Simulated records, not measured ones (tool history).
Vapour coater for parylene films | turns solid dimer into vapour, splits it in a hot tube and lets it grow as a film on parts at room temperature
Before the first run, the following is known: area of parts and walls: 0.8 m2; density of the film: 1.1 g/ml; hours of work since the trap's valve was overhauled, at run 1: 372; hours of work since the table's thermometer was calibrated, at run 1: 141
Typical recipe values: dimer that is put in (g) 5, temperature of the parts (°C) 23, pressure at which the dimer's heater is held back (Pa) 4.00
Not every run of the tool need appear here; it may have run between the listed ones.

run	hour	dimer that is put in (g)	temperature of the parts (°C)	pressure at which the dimer's heater is held back (Pa)	hours of work since the trap's valve was overhauled	hours of work since the table's thermometer was calibrated	thickness of the film (nm)
1	0.0	5	23	4.00	372	141	2830
2	21.4	5	23	7.93	388	157	2390
3	35.9	5	23	7.93	398	167	2390
4	54.6	5	23	4.00	412	181	2830
5	67.6	5	23	4.00	422	191	2780
6	82.0	5	23	4.00	433	202	2790
7	92.5	8	23	4.00	440	209	4460
8	107.3	5	23	2.04	451	220	3250
9	117.1	5	23	2.04	459	228	3250
10	129.7	5	23	5.02	468	237	2610
11	140.7	5	23	5.02	476	245	2600
12	162.1	7	19	5.02	492	261	4020
13	174.6	3	18	2.55	501	270	2050
14	191.6	8	21	2.55	514	283	5140
15	206.6	8	21	2.55	525	294	5150
# hour 215.1: trap's valve overhauled
16	230.3	8	21	2.55	11	309	5780
17	241.5	3	21	7.65	20	317	1670
18	255.1	3	21	7.65	30	327	1650
19	272.1	3	21	7.65	42	340	1650
20	290.2	4	21	7.65	56	353	2210
21	306.9	4	15	4.14	68	366	2980
22	327.0	8	19	5.31	83	380	4980

Hidden condition of the tool, last listed run before each entry between runs versus first listed run after:
Run 15 -> run 16: trap's valve overhauled (hour 215.1)
  vapour lost through the trap's worn valve, %: 12.6 -> 0.9; true temperature of the parts over the reading, C: -0.32 -> -0.33
  what was measured, less what the result would be without the hidden state, thickness of the film (nm): -690 -> -10
